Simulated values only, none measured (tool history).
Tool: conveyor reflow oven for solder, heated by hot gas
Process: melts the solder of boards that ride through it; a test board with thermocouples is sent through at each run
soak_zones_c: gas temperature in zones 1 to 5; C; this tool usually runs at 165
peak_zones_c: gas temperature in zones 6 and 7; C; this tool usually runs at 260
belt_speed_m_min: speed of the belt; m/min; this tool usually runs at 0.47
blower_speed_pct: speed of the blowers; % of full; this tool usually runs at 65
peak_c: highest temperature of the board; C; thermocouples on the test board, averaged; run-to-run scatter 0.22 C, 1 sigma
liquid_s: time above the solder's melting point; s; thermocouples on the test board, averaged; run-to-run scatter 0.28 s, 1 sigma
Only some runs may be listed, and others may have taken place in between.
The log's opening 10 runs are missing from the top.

run	hour	soak_zones_c	peak_zones_c	belt_speed_m_min	blower_speed_pct	peak_c	liquid_s
11	73.4	165	260	0.47	84	247.7	61.3
12	86	165	260	0.47	67	244.8	56.9
13	97	165	260	0.47	67	244.6	56.8
14	110.2	165	260	0.47	65	244.3	56.6
# hour 119.5: flux residue cleaned out of gas plates and filters
15	128.3	165	260	0.47	65	246.8	59.4
16	138.8	165	260	0.47	65	246.5	59
17	149.9	165	260	0.47	65	246.3	59.1
18	159.7	165	260	0.47	65	246.4	59.7
19	168.4	178	252	0.392	88	246.6	83.5
20	177.6	174	263	0.399	88	256.7	87.6
21	190.9	174	263	0.399	88	256.5	87.3
22	204	165	269	0.408	65	258.1	81.1
23	211.7	165	269	0.408	65	257.9	80.9
24	223.7	178	268	0.538	54	247.9	56.3
25	237.1	178	268	0.538	54	247.9	55.5
26	250.7	177	268	0.538	82	252.9	61.2
27	261.3	165	254	0.47	78	241.9	56.5
28	270.2	165	260	0.47	72	246.3	59.8
29	281.3	171	252	0.424	81	243.5	68.7
30	287.1	171	252	0.424	76	242.4	67.5
31	298.4	168	252	0.505	76	238.1	47.8

Predict each of these 4 candidate next runs independently; none follows another, all start after run 31:
A	305.3	168	252	0.483	76	?	?
B	305.3	169	259	0.505	55	?	?
C	305.3	170	255	0.434	76	?	?
D	305.3	165	255	0.47	65	?	?

run	peak_c	liquid_s
A	239.2	52.1
B	240.8	48.6
C	244.6	67.9
D	240.3	53.6
With no hidden state in the tool, these same runs would have given:
run	peak_c	liquid_s
A	240.8	54
B	242.3	50.2
C	246	69.3
D	241.9	55.4
